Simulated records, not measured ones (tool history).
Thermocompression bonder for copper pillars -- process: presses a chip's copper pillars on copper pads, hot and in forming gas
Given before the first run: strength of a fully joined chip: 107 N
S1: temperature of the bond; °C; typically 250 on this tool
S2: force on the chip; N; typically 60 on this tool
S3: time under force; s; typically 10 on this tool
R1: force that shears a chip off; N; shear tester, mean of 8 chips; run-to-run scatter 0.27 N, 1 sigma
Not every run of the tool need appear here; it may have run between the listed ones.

run,hour,S1,S2,S3,R1
1,0.0,250,60,10,41.3
2,17.3,250,60,10,40.7
3,37.0,250,60,10,40.8
4,62.0,250,60,10,40.4
5,73.3,250,60,10,40.1
6,89.8,250,60,10,40.6
7,106.1,226,60,10,28.2
8,120.5,250,52,10,33.4
9,135.9,250,52,10,33.6
10,150.9,250,52,10,33.7
11,170.2,250,52,10,33.5
# hour 179.7: forming gas filter changed
12,194.9,250,60,21,55.2
13,211.4,250,60,21,55.5
14,228.3,250,60,21,54.9
15,238.6,250,60,10,41.5
16,255.8,250,60,10,41.5
17,266.6,250,60,8,37.9
18,286.8,250,60,10,41.6
19,299.5,250,60,10,41.3
20,315.3,250,60,10,40.9
21,338.8,269,60,10,51.4
22,362.1,225,47,5,14.9

Predict the results of run 23:
23,378.1,241,75,13,?

{"run 23": {"R1": 50.1}}
Had the tool carried no hidden state, the very same run would have given R1 53.8 N.

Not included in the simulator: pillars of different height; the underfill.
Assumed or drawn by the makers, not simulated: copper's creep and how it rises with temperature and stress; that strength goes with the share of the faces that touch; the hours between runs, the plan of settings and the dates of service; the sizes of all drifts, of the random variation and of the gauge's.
